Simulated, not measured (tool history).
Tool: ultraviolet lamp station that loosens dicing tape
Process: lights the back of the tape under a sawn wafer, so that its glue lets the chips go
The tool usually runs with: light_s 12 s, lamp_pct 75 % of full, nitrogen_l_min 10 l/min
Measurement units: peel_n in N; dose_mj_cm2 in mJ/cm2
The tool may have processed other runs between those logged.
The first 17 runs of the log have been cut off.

run	hour	light_s	lamp_pct	nitrogen_l_min	peel_n	dose_mj_cm2
18	208.1	12	75	10	1.332	497
19	215.8	12	75	10	1.279	497
20	232.9	12	75	10	1.292	492
21	251.2	12	75	10	1.289	492
22	264.2	12	75	10	1.363	493
23	273.7	12	75	10	1.318	486
24	284.9	9	72	10	2.377	349
25	300.7	15	75	11	0.766	609
26	309.9	12	99	12	0.625	646
27	323.1	11	69	11	1.816	411
28	336.4	11	70	11	1.795	414
29	345.3	11	70	11	1.774	419

Estimate the outcome of run 30 from the log above:
30	355.6	11	70	11	?	?

Run 30 came out at peel_n 1.764 N, dose_mj_cm2 413 mJ/cm2.
Take away the tool's hidden state, keep the run-to-run variation as it was, and the same run would have given peel_n 1.368 N, dose_mj_cm2 470 mJ/cm2.
